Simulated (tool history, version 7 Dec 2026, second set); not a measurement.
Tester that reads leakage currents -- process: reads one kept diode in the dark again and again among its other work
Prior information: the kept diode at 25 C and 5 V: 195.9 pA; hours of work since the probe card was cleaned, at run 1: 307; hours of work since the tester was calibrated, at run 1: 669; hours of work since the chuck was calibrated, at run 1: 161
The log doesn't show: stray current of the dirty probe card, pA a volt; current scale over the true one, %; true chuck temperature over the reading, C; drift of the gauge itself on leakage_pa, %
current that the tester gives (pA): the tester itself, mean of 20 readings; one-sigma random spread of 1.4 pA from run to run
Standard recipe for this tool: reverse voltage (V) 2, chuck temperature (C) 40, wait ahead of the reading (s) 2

run    hour  reverse voltage (V)  chuck temperature (C)  wait ahead of the reading (s)  hours of work since the probe card was cleaned  hours of work since the tester was calibrated  hours of work since the chuck was calibrated  current that the tester gives (pA)
  1       0                    2                     40                              2                                             307                                            669                                           161                              484.83
  2    68.5                    2                     40                              2                                             337                                            699                                           191                              484.32
  3   149.4                    2                     40                              2                                             373                                            735                                           227                              487.59
  4   199.5                    2                     40                              2                                             395                                            757                                           249                              490.27
  5   260.1                  3.7                     40                              2                                             422                                            784                                           276                              686.64
  6     303                    2                     40                           1.79                                             441                                            803                                           295                              491.23
  7   404.9                    2                     36                              2                                             487                                            849                                           340                              343.73
  8   468.6                    2                     36                              2                                             515                                            877                                           369                              342.96
  9   548.4                    2                     36                              2                                             550                                            912                                           404                              345.72
 10   616.5                    2                     50                              2                                             580                                            942                                           434                             1161.56
 11     709                    2                     40                              2                                             622                                            984                                           475                               495.9
 12   781.4                    2                     40                           8.43                                             654                                           1016                                           507                              500.65
 13   872.1                    2                     40                           8.43                                             694                                           1056                                           548                               499.6
 14   925.4                    2                     40                           8.43                                             718                                           1080                                           571                               501.1
 15  1001.9                    2                     40                           8.43                                             752                                           1114                                           605                              498.38
 16  1076.7                    2                     40                           8.43                                             785                                           1147                                           639                              501.59
 17  1146.5                    2                     40                           8.43                                             816                                           1178                                           669                              503.06
 18  1205.6                    2                     40                           8.43                                             842                                           1204                                           696                              501.58
     1213.6  -- chuck's temperature calibrated
 19  1253.7                    2                     40                           8.43                                             862                                           1224                                            18                              482.13
 20  1352.3                    2                     40                           8.43                                             906                                           1268                                            62                              485.48
 21  1416.8                    2                     40                           8.43                                             935                                           1297                                            90                              483.22
 22  1477.6                 9.76                     23                           8.43                                             962                                           1324                                           117                              240.91
 23  1546.4                 9.76                     23                           8.43                                             992                                           1354                                           148                              242.15
 24  1612.3                 9.76                     23                           9.38                                            1022                                           1384                                           177                              242.52
 25  1687.4                 4.36                     45                              2                                            1055                                           1417                                           210                             1166.29
 26  1769.4                    2                     59                              2                                            1091                                           1453                                           247                             2390.13
     1780.7  -- tester calibrated
 27  1854.7                    2                     59                              2                                            1128                                             33                                           284                             2408.69
 28  1899.4                 4.47                     31                           0.68                                            1148                                             53                                           304                              342.86
 29  1960.1                 1.75                     30                           7.15                                            1175                                             80                                           330                              186.61
 30  2008.8                 1.44                     25                           1.39                                            1197                                            101                                           352                              103.97
 31  2057.2                 8.69                     34                           1.16                                            1218                                            123                                           374                              659.66
 32  2107.3                 8.69                     34                           1.16                                            1240                                            145                                           396                              656.45
 33    2152                 4.24                     34                           4.09                                            1260                                            165                                           416                              441.81
 34  2194.4                    2                     48                              2                                            1279                                            184                                           434                              995.44
 35  2288.9                 1.05                     48                              2                                            1321                                            226                                           476                              698.15
     2366.1  -- tester calibrated, once more
 36  2386.1                  4.1                     25                              2                                            1363                                              9                                           519                              184.74
 37  2441.8                 2.64                     48                           9.54                                            1388                                             34                                           543                             1146.02
 38  2487.3                12.16                     52                           9.54                                            1408                                             54                                           564                             3734.58
 39  2530.2                 3.52                     45                           0.89                                            1427                                             73                                           583                             1049.79

For each entry between runs, how does the tool's hidden state at the last listed run before it compare with that at the first listed run after it?
After run 18, before run 19: chuck's temperature calibrated (hour 1213.6)
  stray current of the dirty probe card, pA a volt: 0.161 -> 0.165; current scale over the true one, %: 1.12 -> 1.13; true chuck temperature over the reading, C: 0.53 -> 0.06
  the result without the hidden state subtracted from the measured one, current that the tester gives (pA): +28.29 -> +8.3
After run 26, before run 27: tester calibrated (hour 1780.7)
  stray current of the dirty probe card, pA a volt: 0.202 -> 0.208; current scale over the true one, %: 1.31 -> 1.78; true chuck temperature over the reading, C: 0.23 -> 0.25
  the result without the hidden state subtracted from the measured one, current that the tester gives (pA): +73.48 -> +89.48
After run 35, before run 36: tester calibrated, once more (hour 2366.1)
  stray current of the dirty probe card, pA a volt: 0.24 -> 0.247; current scale over the true one, %: 1.93 -> 0.06; true chuck temperature over the reading, C: 0.4 -> 0.43
  the result without the hidden state subtracted from the measured one, current that the tester gives (pA): +35.91 -> +8.52
